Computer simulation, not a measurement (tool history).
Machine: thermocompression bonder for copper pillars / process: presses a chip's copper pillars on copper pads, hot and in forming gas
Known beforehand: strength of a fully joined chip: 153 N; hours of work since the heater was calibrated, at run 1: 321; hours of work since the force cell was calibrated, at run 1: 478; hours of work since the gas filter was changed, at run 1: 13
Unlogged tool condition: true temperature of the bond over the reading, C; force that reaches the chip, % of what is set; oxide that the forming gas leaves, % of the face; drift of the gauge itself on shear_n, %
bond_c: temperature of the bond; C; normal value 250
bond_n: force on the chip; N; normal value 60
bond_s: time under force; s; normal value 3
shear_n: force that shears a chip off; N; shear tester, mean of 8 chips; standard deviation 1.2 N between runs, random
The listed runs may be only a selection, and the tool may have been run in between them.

run	day	bond_c	bond_n	bond_s	hours of work since the heater was calibrated	hours of work since the force cell was calibrated	hours of work since the gas filter was changed	shear_n
1	0	250	60	3	321	478	13	109.1
2	1.325	250	60	3	342	499	34	111.8
3	2.167	250	60	3	356	513	48	108.8
4	3.462	250	60	3	376	533	68	108.4
5	4.504	250	60	3	393	550	85	111.2
6	5.546	250	60	3	410	567	102	109
7	6.8	250	60	3	430	587	122	107.5
8	7.921	250	60	3	448	605	140	105.9
9	8.742	257	60	3	461	618	153	113.7
10	9.454	257	60	3	472	629	165	111.4
11	10.55	257	64	3	490	647	182	117.2
12	11.812	250	58	3	510	667	202	103.8
13	12.792	250	58	8	526	683	218	123
# day 14.083: forming gas filter changed
14	14.083	250	58	8	546	703	0	136.3
15	15.283	250	58	8	566	723	19	130.5
16	15.912	250	58	8	576	733	29	134.2
17	16.8	250	58	8	590	747	44	133.8
18	18.117	250	58	8	611	768	65	132.5
19	18.825	250	60	3	623	780	76	112.8
20	19.654	250	60	3	636	793	89	110.5
21	20.971	250	60	3	657	814	111	111
22	21.883	270	40	3	672	829	125	101.5
23	22.912	270	40	3	688	845	142	102.1

Forecast run 24:
24	23.6	221	65	5	699	856	153	?

shear_n: 92.2 N
Were there no unlogged condition in the tool, this run, its random variation unchanged, would have produced shear_n 85.7 N.

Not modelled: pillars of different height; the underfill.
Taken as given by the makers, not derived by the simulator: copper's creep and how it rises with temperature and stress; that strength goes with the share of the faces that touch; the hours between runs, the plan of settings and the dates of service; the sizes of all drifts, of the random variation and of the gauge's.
